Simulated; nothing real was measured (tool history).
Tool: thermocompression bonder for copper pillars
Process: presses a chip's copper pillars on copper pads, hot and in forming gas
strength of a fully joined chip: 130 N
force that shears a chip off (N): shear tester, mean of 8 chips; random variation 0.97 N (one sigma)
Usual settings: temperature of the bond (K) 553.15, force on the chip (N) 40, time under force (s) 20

run   hour  temperature of the bond (K)  force on the chip (N)  time under force (s)  force that shears a chip off (N)
  1    0.0                       553.15                     40                    20                              93.5
  2   25.4                       553.15                     40                    20                              95.4
  3   44.0                       553.15                     40                    20                              94.9
  4   74.5                       534.15                     40                    20                              81.0
  5   95.9                       534.15                     40                    20                              81.0
  6  115.0                       553.15                     46                    20                             102.7
  7  135.8                       553.15                     46                    20                             104.3
  8  163.9                       553.15                     36                    20                              87.9
  9  182.5                       553.15                     40                    20                              94.0
 10  217.4                       553.15                     40                    20                              93.2
 11  242.3                       548.15                     40                    20                              90.6
 12  262.0                       548.15                     40                    20                              92.4
 13  284.1                       548.15                     40                    20                              93.8
 14  305.2                       548.15                     40                    35                             104.7
     309.8  -- force cell calibrated
 15  323.9                       539.15                     52                    11                              91.4
 16  357.3                       564.15                     33                    46                             107.3
 17  385.4                       568.15                     47                    17                             110.3
 18  417.4                       540.15                     37                    17                              78.6
 19  447.8                       540.15                     37                    17                              78.2
 20  472.3                       569.15                     31                    21                              90.2
 21  492.8                       573.15                     30                    33                             101.8
     512.6  -- force cell calibrated, once more
 22  519.8                       573.15                     30                    33                              98.6
 23  545.1                       538.15                     40                    20                              84.4
     575.0  -- heater calibrated with a thermocouple chip
 24  580.0                       562.15                     42                    20                              96.5
 25  602.3                       575.15                     29                    27                              85.3
 26  639.8                       576.15                     40                    20                             101.0
 27  677.2                       580.15                     40                    37                             113.7

Forecast each of these 5 alternatives for the next run:
  A  702.8                       532.15                     40                    53                                 ?
  B  702.8                       570.15                     30                    17                                 ?
  C  702.8                       580.15                     47                    37                                 ?
  D  702.8                       553.15                     31                    16                                 ?
  E  702.8                       546.15                     34                    20                                 ?

run  force that shears a chip off (N)
  A                              92.4
  B                              74.8
  C                             119.4
  D                              63.4
  E                              70.0
Without the tool's hidden state the same runs would have given:
run  force that shears a chip off (N)
  A                              93.0
  B                              75.0
  C                             121.2
  D                              63.4
  E                              70.1
